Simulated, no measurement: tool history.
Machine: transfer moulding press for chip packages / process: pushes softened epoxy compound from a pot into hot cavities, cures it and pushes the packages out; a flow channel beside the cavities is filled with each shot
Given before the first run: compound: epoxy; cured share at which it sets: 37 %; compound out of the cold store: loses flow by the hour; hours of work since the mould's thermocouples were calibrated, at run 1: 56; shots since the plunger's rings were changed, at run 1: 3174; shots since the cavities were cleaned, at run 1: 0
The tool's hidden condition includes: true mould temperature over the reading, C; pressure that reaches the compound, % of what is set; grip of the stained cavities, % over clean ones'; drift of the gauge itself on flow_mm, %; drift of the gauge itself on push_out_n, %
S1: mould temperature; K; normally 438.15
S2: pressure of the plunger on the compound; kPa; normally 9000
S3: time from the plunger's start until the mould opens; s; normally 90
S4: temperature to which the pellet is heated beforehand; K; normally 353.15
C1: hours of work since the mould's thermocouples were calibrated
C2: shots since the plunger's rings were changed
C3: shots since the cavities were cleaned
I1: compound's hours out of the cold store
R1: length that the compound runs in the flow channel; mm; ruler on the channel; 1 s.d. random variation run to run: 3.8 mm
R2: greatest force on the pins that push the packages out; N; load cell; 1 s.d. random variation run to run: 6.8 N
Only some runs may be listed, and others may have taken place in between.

{"run": 1, "day": 0.0, "S1": 438.15, "S2": 9000, "S3": 90, "S4": 353.15, "C1": 56, "C2": 3174, "C3": 0, "I1": 27.1, "R1": 676, "R2": 260}
{"run": 2, "day": 0.183, "S1": 438.15, "S2": 9000, "S3": 90, "S4": 353.15, "C1": 58, "C2": 3220, "C3": 46, "I1": 16.6, "R1": 713, "R2": 295}
{"run": 3, "day": 0.383, "S1": 438.15, "S2": 9000, "S3": 90, "S4": 357.15, "C1": 61, "C2": 3270, "C3": 96, "I1": 10.8, "R1": 728, "R2": 311}
{"run": 4, "day": 0.829, "S1": 438.15, "S2": 8840, "S3": 90, "S4": 357.15, "C1": 66, "C2": 3381, "C3": 207, "I1": 35.9, "R1": 643, "R2": 354}
{"run": 5, "day": 1.042, "S1": 438.15, "S2": 8840, "S3": 90, "S4": 357.15, "C1": 69, "C2": 3434, "C3": 260, "I1": 38.7, "R1": 633, "R2": 378}
{"run": 6, "day": 1.4, "S1": 438.15, "S2": 8840, "S3": 90, "S4": 357.15, "C1": 74, "C2": 3524, "C3": 350, "I1": 44.6, "R1": 614, "R2": 391}
{"run": 7, "day": 1.779, "S1": 438.15, "S2": 8840, "S3": 90, "S4": 357.15, "C1": 79, "C2": 3618, "C3": 444, "I1": 13.3, "R1": 715, "R2": 424}

The next listed run, before its measurement:
{"run": 8, "day": 2.012, "S1": 438.15, "S2": 8840, "S3": 90, "S4": 357.15, "C1": 81, "C2": 3675, "C3": 501, "I1": 24.6, "R1": "?", "R2": "?"}

R1: 677 mm
R2: 427 N
Minus the tool's unlogged condition, the same run would have read R1 703 mm, R2 262 N.
